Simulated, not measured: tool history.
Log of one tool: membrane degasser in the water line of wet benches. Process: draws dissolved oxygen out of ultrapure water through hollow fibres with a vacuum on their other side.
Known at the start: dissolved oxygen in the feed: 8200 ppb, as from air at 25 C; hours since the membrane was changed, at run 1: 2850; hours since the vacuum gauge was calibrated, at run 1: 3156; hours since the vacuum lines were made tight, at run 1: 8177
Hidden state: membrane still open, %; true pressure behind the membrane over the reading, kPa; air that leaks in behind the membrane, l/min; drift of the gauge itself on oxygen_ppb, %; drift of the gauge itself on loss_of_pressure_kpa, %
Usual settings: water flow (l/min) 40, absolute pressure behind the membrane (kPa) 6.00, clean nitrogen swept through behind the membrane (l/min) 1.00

run    hour  water flow (l/min)  absolute pressure behind the membrane (kPa)  clean nitrogen swept through behind the membrane (l/min)  hours since the membrane was changed  hours since the vacuum gauge was calibrated  hours since the vacuum lines were made tight  dissolved oxygen in the water behind the degasser (ppb)  pressure that the water loses in the fibres (kPa)
  1     0.0                  40                                         6.00                                                      1.00                                  2850                                         3156                                          8177                                                    261.2                                              68.08
  2   103.9                  40                                         6.00                                                      1.00                                  2954                                         3260                                          8281                                                    262.6                                              68.72
  3   206.5                  40                                         5.52                                                      1.00                                  3056                                         3362                                          8384                                                    219.9                                              68.03
  4   285.4                  40                                         5.52                                                      1.00                                  3135                                         3441                                          8462                                                    226.3                                              67.76
  5   338.0                  54                                         6.00                                                      1.00                                  3188                                         3494                                          8515                                                    391.2                                              91.60
  6   435.9                  54                                         6.00                                                      1.00                                  3286                                         3592                                          8613                                                    387.7                                              91.78
  7   532.7                  54                                         6.00                                                      1.00                                  3382                                         3688                                          8710                                                    392.8                                              92.52
  8   618.8                  54                                         6.00                                                      1.00                                  3469                                         3775                                          8796                                                    398.1                                              92.51
  9   697.2                  54                                         6.00                                                      1.00                                  3547                                         3853                                          8874                                                    394.0                                              92.11
 10   762.7                  54                                         6.00                                                      1.00                                  3613                                         3918                                          8940                                                    394.1                                              92.85
 11   875.7                  54                                         6.00                                                      1.00                                  3725                                         4031                                          9053                                                    393.5                                              92.51
 12   929.5                  54                                         6.00                                                      1.00                                  3779                                         4085                                          9107                                                    394.6                                              92.35
 13   980.6                  54                                         6.00                                                      1.00                                  3830                                         4136                                          9158                                                    390.1                                              92.83
 14  1073.5                  54                                         6.00                                                      1.00                                  3923                                         4229                                          9251                                                    400.2                                              92.15
 15  1185.2                  54                                         6.00                                                      1.00                                  4035                                         4341                                          9362                                                    393.4                                              92.20
 16  1257.1                  24                                         6.56                                                      0.63                                  4107                                         4413                                          9434                                                    268.5                                              41.26
 17  1338.4                  29                                        10.93                                                      2.55                                  4188                                         4494                                          9516                                                    224.4                                              49.75
 18  1436.0                  29                                        10.93                                                      2.55                                  4286                                         4592                                          9613                                                    216.6                                              49.99
 19  1538.4                  42                                         9.58                                                      1.09                                  4388                                         4694                                          9716                                                    523.3                                              72.32
 20  1658.9                  42                                         9.58                                                      1.09                                  4509                                         4815                                          9836                                                    521.6                                              72.29
     1666.1  -- vacuum gauge calibrated
 21  1741.4                  41                                        10.08                                                      1.00                                  4591                                           75                                          9918                                                    589.5                                              70.56
 22  1834.0                  36                                         4.51                                                      1.01                                  4683                                          168                                         10011                                                    137.9                                              62.02
 23  1891.9                  41                                         3.85                                                      0.44                                  4741                                          226                                         10069                                                    169.9                                              70.13
 24  1998.5                  41                                         3.85                                                      0.44                                  4848                                          332                                         10175                                                    169.8                                              70.67
 25  2067.9                  41                                         3.85                                                      0.44                                  4917                                          402                                         10245                                                    170.0                                              70.75
 26  2136.1                  40                                         6.51                                                      1.00                                  4985                                          470                                         10313                                                    315.0                                              69.10
 27  2228.5                  50                                         6.00                                                      1.29                                  5078                                          562                                         10405                                                    319.0                                              86.63
     2283.7  -- vacuum gauge calibrated, once more
 28  2315.5                  50                                         6.00                                                      1.29                                  5164                                           32                                         10492                                                    299.5                                              86.36
 29  2369.9                  30                                         6.00                                                      1.00                                  5219                                           86                                         10546                                                    184.0                                              51.64

Hidden state at the last listed run before each entry between runs and at the first one after, where it differs:
Between runs 20 and 21: vacuum gauge calibrated (hour 1666.1)
  true pressure behind the membrane over the reading, kPa: 0.16 -> 0.27; air that leaks in behind the membrane, l/min: 0.0297 -> 0.03
  measured less the result without the state, dissolved oxygen in the water behind the degasser (ppb): +18.3 -> +26.0; pressure that the water loses in the fibres (kPa): +2.16 -> +2.16
Between runs 27 and 28: vacuum gauge calibrated, once more (hour 2283.7)
  true pressure behind the membrane over the reading, kPa: 0.28 -> 0.01; air that leaks in behind the membrane, l/min: 0.0313 -> 0.0315
  measured less the result without the state, dissolved oxygen in the water behind the degasser (ppb): +33.5 -> +13.5; pressure that the water loses in the fibres (kPa): +2.91 -> +2.96

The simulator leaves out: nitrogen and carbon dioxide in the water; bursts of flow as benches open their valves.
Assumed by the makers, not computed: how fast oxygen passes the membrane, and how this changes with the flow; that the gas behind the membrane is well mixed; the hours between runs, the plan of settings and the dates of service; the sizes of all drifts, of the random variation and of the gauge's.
